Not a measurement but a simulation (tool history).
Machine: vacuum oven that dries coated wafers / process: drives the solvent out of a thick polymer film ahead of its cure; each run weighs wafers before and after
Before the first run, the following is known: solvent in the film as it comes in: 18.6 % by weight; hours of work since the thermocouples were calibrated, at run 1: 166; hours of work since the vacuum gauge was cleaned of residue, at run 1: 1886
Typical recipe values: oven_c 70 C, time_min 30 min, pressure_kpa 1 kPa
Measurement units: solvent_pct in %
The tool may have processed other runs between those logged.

run,hour,oven_c,time_min,pressure_kpa,hours of work since the thermocouples were calibrated,hours of work since the vacuum gauge was cleaned of residue,solvent_pct
1,0,70,30,1,166,1886,1.07
2,116.5,70,30,1,255,1975,1.08
3,228.7,64,30,1,340,2060,2.45
4,287.4,70,30,1,385,2105,1.19
5,383.2,70,30,1,458,2178,1.05
6,465.3,70,30,1,520,2240,1.01
7,553.6,70,30,1,588,2307,1.17
8,629.7,70,30,1,645,2365,1.06
9,685.5,71,30,1,688,2408,0.87
10,761,71,30,1,745,2465,1.15
11,825.5,71,30,1,795,2514,1
12,903.4,71,30,1,854,2574,1.05
13,960.1,70,30,1,897,2617,1.18
14,1026,70,30,1,947,2667,1.06
15,1094.3,70,30,0.7,999,2719,1.02
16,1166.2,70,30,0.7,1054,2774,1.01
17,1244.4,70,30,0.7,1113,2833,0.98
18,1325.2,70,30,0.7,1175,2895,0.98
# hour 1341.1: oven's thermocouples calibrated
19,1406.4,70,30,0.7,50,2955,0.98
20,1502.8,70,30,1,123,3029,1.15
21,1575.8,70,21,1,179,3084,2.04
# hour 1640.5: vacuum gauge cleaned of residue and calibrated
22,1662.1,70,21,1,243,16,2.03
23,1776.9,70,21,1,331,104,2.03
24,1847.5,80,30,1,384,158,0.42
25,1920,60,32,1,440,213,3.5
26,1971,70,18,0.62,478,252,2.28
27,2061.3,70,18,0.62,547,320,2.33
28,2173.9,70,18,0.62,633,406,2.33
29,2250.9,70,18,0.62,692,465,2.27
30,2344.5,70,48,1,763,536,0.67
31,2425,70,48,1,824,597,0.6
32,2532.6,70,35,3.28,906,679,2.12
33,2625.7,69,50,1.82,977,750,1.19
34,2697,69,50,1.82,1031,804,1.12
35,2756.9,70,46,1.38,1077,850,0.83
36,2836,62,35,1,1137,910,2.47
# hour 2910: oven's thermocouples calibrated
37,2915,62,35,1,4,969,2.37
38,3006.7,63,37,0.94,74,1039,1.94
39,3070.9,74,20,1,122,1087,1.24
40,3185.2,68,15,1.9,209,1174,4.48
41,3245.6,68,15,1.9,255,1220,4.41
42,3304.5,68,15,1.9,300,1265,4.5
43,3408.3,68,23,1.9,379,1344,2.63
44,3503.3,67,20,0.6,452,1417,2.81
45,3619.2,67,20,0.6,540,1505,2.81
46,3737,72,24,0.97,630,1594,1.17
47,3808.4,70,45,0.79,684,1649,0.46

Here are 4 independent what-if runs from the current tool condition. What would each one return?
A,3857.5,61,20,1.7,721,1686,?
B,3857.5,78,28,0.51,721,1686,?
C,3857.5,79,45,1.02,721,1686,?
D,3857.5,73,17,3.8,721,1686,?

run,solvent_pct
A,5.79
B,0.28
C,0.51
D,3.16
Without the tool's hidden state the same runs would have given:
run,solvent_pct
A,5.77
B,0.27
C,0.5
D,3.15
